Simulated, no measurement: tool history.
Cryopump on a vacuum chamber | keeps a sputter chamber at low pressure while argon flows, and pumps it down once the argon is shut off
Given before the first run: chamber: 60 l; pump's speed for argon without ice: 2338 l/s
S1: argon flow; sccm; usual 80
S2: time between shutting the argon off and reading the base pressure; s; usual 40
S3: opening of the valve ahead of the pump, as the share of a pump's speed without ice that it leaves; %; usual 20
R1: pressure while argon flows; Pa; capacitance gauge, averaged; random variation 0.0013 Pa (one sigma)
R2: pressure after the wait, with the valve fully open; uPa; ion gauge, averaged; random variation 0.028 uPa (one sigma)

run,hour,S1,S2,S3,R1,R2
1,0,80,40,20,0.2887,1.35
2,27.6,80,40,20,0.2889,1.39
3,49,80,40,20,0.2906,1.43
4,67.4,80,57,20,0.2921,1.03
5,86.5,80,40,20,0.2916,1.42
6,108.9,80,40,20,0.2921,1.38
7,135.8,80,40,20,0.2938,1.46
8,154.3,32,40,20,0.1174,1.45
9,190,39,40,20,0.1434,1.5
10,217.9,39,40,20,0.1439,1.45
11,241.3,39,40,20,0.1433,1.51
12,262.4,92,40,20,0.3411,1.46
13,277.3,92,40,20,0.3384,1.49
14,301.4,60,40,20,0.2222,1.51
15,319.5,60,40,20,0.2213,1.49
16,345.3,56,35,35,0.1204,1.65
17,368.9,56,35,35,0.1215,1.73
18,400.9,56,35,35,0.1219,1.78
19,415.5,56,43,35,0.1219,1.49

A few steps of R1 between consecutive runs. Split each: what settings, incoming material and random variation would produce without the hidden state, and what is left over for the hidden state, along with gauge scatter present in only one of the two compared results (measured, and without hidden state):
Hidden conditions of the tool in this case: pump's speed, % of a pump's without ice; cold plate's temperature, K; leak into the chamber, uPa l/s; drift of the gauge itself on working_pa, %; drift of the gauge itself on base_upa, %.
Run 11 -> 12: S1 39 -> 92. R1 +0.1978 Pa: hidden state +0.0037, all else +0.1941.
